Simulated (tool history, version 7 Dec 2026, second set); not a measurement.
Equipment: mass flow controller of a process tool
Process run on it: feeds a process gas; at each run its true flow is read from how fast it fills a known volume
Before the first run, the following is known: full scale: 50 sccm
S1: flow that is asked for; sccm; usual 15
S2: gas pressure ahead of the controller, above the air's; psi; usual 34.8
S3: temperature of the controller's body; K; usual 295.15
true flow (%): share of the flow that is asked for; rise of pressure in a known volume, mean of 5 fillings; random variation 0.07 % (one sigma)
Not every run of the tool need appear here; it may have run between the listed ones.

{"run": 1, "day": 0.0, "S1": 15, "S2": 34.8, "S3": 295.15, "true flow (%)": 98.1}
{"run": 2, "day": 12.971, "S1": 15, "S2": 34.8, "S3": 295.15, "true flow (%)": 97.94}
{"run": 3, "day": 20.454, "S1": 15, "S2": 29.0, "S3": 295.15, "true flow (%)": 98.42}
{"run": 4, "day": 34.004, "S1": 15, "S2": 34.8, "S3": 295.15, "true flow (%)": 98.11}
{"run": 5, "day": 42.958, "S1": 15, "S2": 37.3, "S3": 295.15, "true flow (%)": 98.03}
{"run": 6, "day": 57.75, "S1": 15, "S2": 34.8, "S3": 297.15, "true flow (%)": 97.87}
{"run": 7, "day": 65.483, "S1": 15, "S2": 37.3, "S3": 295.15, "true flow (%)": 98.02}
{"run": 8, "day": 80.342, "S1": 15, "S2": 37.3, "S3": 295.15, "true flow (%)": 97.9}
{"run": 9, "day": 95.888, "S1": 15, "S2": 34.8, "S3": 310.15, "true flow (%)": 96.43}
{"run": 10, "day": 110.458, "S1": 17, "S2": 34.8, "S3": 295.15, "true flow (%)": 98.34}
{"run": 11, "day": 120.858, "S1": 17, "S2": 34.8, "S3": 295.15, "true flow (%)": 98.2}
{"run": 12, "day": 135.979, "S1": 15, "S2": 34.8, "S3": 295.15, "true flow (%)": 98.04}
{"run": 13, "day": 145.942, "S1": 15, "S2": 40.5, "S3": 295.15, "true flow (%)": 97.84}
{"run": 14, "day": 158.504, "S1": 15, "S2": 34.8, "S3": 295.15, "true flow (%)": 98.07}
{"run": 15, "day": 171.65, "S1": 15, "S2": 34.8, "S3": 295.15, "true flow (%)": 98.13}
{"run": 16, "day": 179.388, "S1": 15, "S2": 34.8, "S3": 295.15, "true flow (%)": 98.08}
{"run": 17, "day": 191.517, "S1": 15, "S2": 34.8, "S3": 295.15, "true flow (%)": 98.05}
{"run": 18, "day": 200.733, "S1": 15, "S2": 34.8, "S3": 295.15, "true flow (%)": 98.01}
{"run": 19, "day": 207.229, "S1": 15, "S2": 34.8, "S3": 295.15, "true flow (%)": 98.06}
{"run": 20, "day": 217.092, "S1": 15, "S2": 34.8, "S3": 295.15, "true flow (%)": 98.16}
{"day": 225.304, "done": "controller exchanged for a calibrated one"}
{"run": 21, "day": 228.129, "S1": 15, "S2": 34.8, "S3": 295.15, "true flow (%)": 98.11}
{"run": 22, "day": 236.3, "S1": 15, "S2": 34.8, "S3": 298.15, "true flow (%)": 97.72}
{"run": 23, "day": 251.525, "S1": 15, "S2": 34.8, "S3": 298.15, "true flow (%)": 97.82}
{"run": 24, "day": 262.017, "S1": 11, "S2": 34.8, "S3": 298.15, "true flow (%)": 97.51}
{"run": 25, "day": 274.621, "S1": 24, "S2": 39.5, "S3": 300.15, "true flow (%)": 97.77}
{"run": 26, "day": 288.608, "S1": 28, "S2": 28.1, "S3": 311.15, "true flow (%)": 97.5}
{"run": 27, "day": 302.221, "S1": 21, "S2": 27.3, "S3": 295.15, "true flow (%)": 98.83}
{"run": 28, "day": 312.296, "S1": 42, "S2": 21.2, "S3": 295.15, "true flow (%)": 100.14}
{"run": 29, "day": 323.312, "S1": 6, "S2": 32.9, "S3": 295.15, "true flow (%)": 97.66}
{"run": 30, "day": 332.917, "S1": 44, "S2": 28.7, "S3": 304.15, "true flow (%)": 99.03}
{"run": 31, "day": 344.325, "S1": 6, "S2": 28.7, "S3": 296.15, "true flow (%)": 98.0}
{"run": 32, "day": 352.671, "S1": 15, "S2": 26.0, "S3": 309.15, "true flow (%)": 97.15}
{"run": 33, "day": 367.488, "S1": 24, "S2": 26.0, "S3": 308.15, "true flow (%)": 97.69}
{"run": 34, "day": 378.788, "S1": 15, "S2": 22.3, "S3": 309.15, "true flow (%)": 97.16}
{"run": 35, "day": 386.062, "S1": 14, "S2": 22.3, "S3": 309.15, "true flow (%)": 97.06}
{"run": 36, "day": 395.596, "S1": 14, "S2": 22.3, "S3": 309.15, "true flow (%)": 97.17}
{"run": 37, "day": 409.621, "S1": 27, "S2": 34.8, "S3": 295.15, "true flow (%)": 98.87}
{"run": 38, "day": 419.8, "S1": 27, "S2": 35.7, "S3": 302.15, "true flow (%)": 98.05}
{"run": 39, "day": 426.333, "S1": 27, "S2": 35.7, "S3": 302.15, "true flow (%)": 97.96}
{"run": 40, "day": 433.483, "S1": 27, "S2": 35.7, "S3": 302.15, "true flow (%)": 97.89}
{"run": 41, "day": 444.258, "S1": 27, "S2": 35.7, "S3": 302.15, "true flow (%)": 97.95}
{"run": 42, "day": 454.567, "S1": 27, "S2": 35.7, "S3": 302.15, "true flow (%)": 97.9}
{"run": 43, "day": 463.212, "S1": 6, "S2": 32.3, "S3": 305.15, "true flow (%)": 96.67}
{"run": 44, "day": 474.25, "S1": 33, "S2": 24.7, "S3": 304.15, "true flow (%)": 98.66}
{"run": 45, "day": 488.671, "S1": 15, "S2": 27.6, "S3": 295.15, "true flow (%)": 98.39}

Each row is a separate what-if for the run after 45, all from the same tool condition, not one after another. Results?
{"run": "A", "day": 495.533, "S1": 33, "S2": 26.1, "S3": 303.15, "true flow (%)": "?"}
{"run": "B", "day": 495.533, "S1": 12, "S2": 33.4, "S3": 310.15, "true flow (%)": "?"}
{"run": "C", "day": 495.533, "S1": 27, "S2": 34.8, "S3": 295.15, "true flow (%)": "?"}
{"run": "D", "day": 495.533, "S1": 15, "S2": 20.5, "S3": 311.15, "true flow (%)": "?"}

run=A true_flow_(%)=98.56
run=B true_flow_(%)=96.30
run=C true_flow_(%)=98.80
run=D true_flow_(%)=97.24
With no hidden state in the tool, these same runs would have given:
run=A true_flow_(%)=98.56
run=B true_flow_(%)=96.29
run=C true_flow_(%)=98.80
run=D true_flow_(%)=97.23
